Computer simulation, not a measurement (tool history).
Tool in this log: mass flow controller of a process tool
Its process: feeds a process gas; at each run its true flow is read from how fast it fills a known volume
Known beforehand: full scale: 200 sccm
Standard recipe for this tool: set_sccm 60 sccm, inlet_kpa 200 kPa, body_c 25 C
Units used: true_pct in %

run    hour  set_sccm  inlet_kpa  body_c  true_pct
  1     0.0        60        200      25     97.70
  2    94.4        60        200      25     97.75
  3   193.5        60        200      25     97.78
  4   262.3        60        200      25     97.92
  5   305.2        60        200      25     97.85
  6   406.2       167        200      25     99.43
  7   471.9       167        200      25     99.48
  8   525.3       167        200      25     99.41
  9   573.6        37        200      25     97.79
 10   673.0        60        149      25     97.81
 11   730.7        60        200      25     97.94
 12   780.5        60        200      25     98.05
 13   855.2        60        200      25     97.99
 14   914.6        60        200      25     98.13
 15   966.1        60        200      25     98.02
 16  1043.0        60        200      25     98.18
 17  1110.9        60        141      25     97.81
 18  1179.5        62        200      25     98.19
 19  1221.9        62        200      25     98.18
 20  1290.3        60        200      25     98.21
 21  1351.2        60        200      31     97.77
 22  1417.0        60        200      31     97.64
 23  1490.5        60        200      24     98.37
 24  1573.0       141        166      25     99.13
 25  1658.3       187        166      28     99.63
 26  1708.6        54        166      24     98.17
 27  1781.1        54        200      35     97.41
 28  1864.3        54        200      35     97.41
 29  1931.6        66        271      20     99.35
 30  1985.3       163        200      25     99.78
 31  2060.3        62        155      35     97.30
 32  2150.5        94        158      31     98.14
 33  2192.0        94        158      31     98.11
 34  2281.7        60        229      27     98.51
 35  2364.8        60        229      27     98.55
 36  2427.8        60        143      22     98.51
 37  2476.9        78        247      31     98.42
 38  2552.9        35        146      34     97.43
 39  2620.3        95        192      23     99.12
 40  2678.8        29        146      37     97.45
 41  2740.1        29        146      37     97.56
 42  2820.9       178        222      37     99.26
 43  2918.7       178        222      37     99.12
 44  2973.0       178        222      37     99.28
 45  3021.6       161        203      27     99.78
 46  3094.7       161        203      27     99.77

5 options for the next run, each taken on its own from the tool as it stands now. Forecast them:
  A  3169.4        34        200      25         ?
  B  3169.4       164        191      21         ?
  C  3169.4        60        247      28         ?
  D  3169.4       145        200      29         ?
  E  3169.4       107        149      29         ?

run  true_pct
  A     98.93
  B    100.37
  C     98.91
  D     99.47
  E     98.58
Without the tool's hidden state the same runs would have given:
run  true_pct
  A     97.26
  B     99.76
  C     97.82
  D     98.82
  E     97.82

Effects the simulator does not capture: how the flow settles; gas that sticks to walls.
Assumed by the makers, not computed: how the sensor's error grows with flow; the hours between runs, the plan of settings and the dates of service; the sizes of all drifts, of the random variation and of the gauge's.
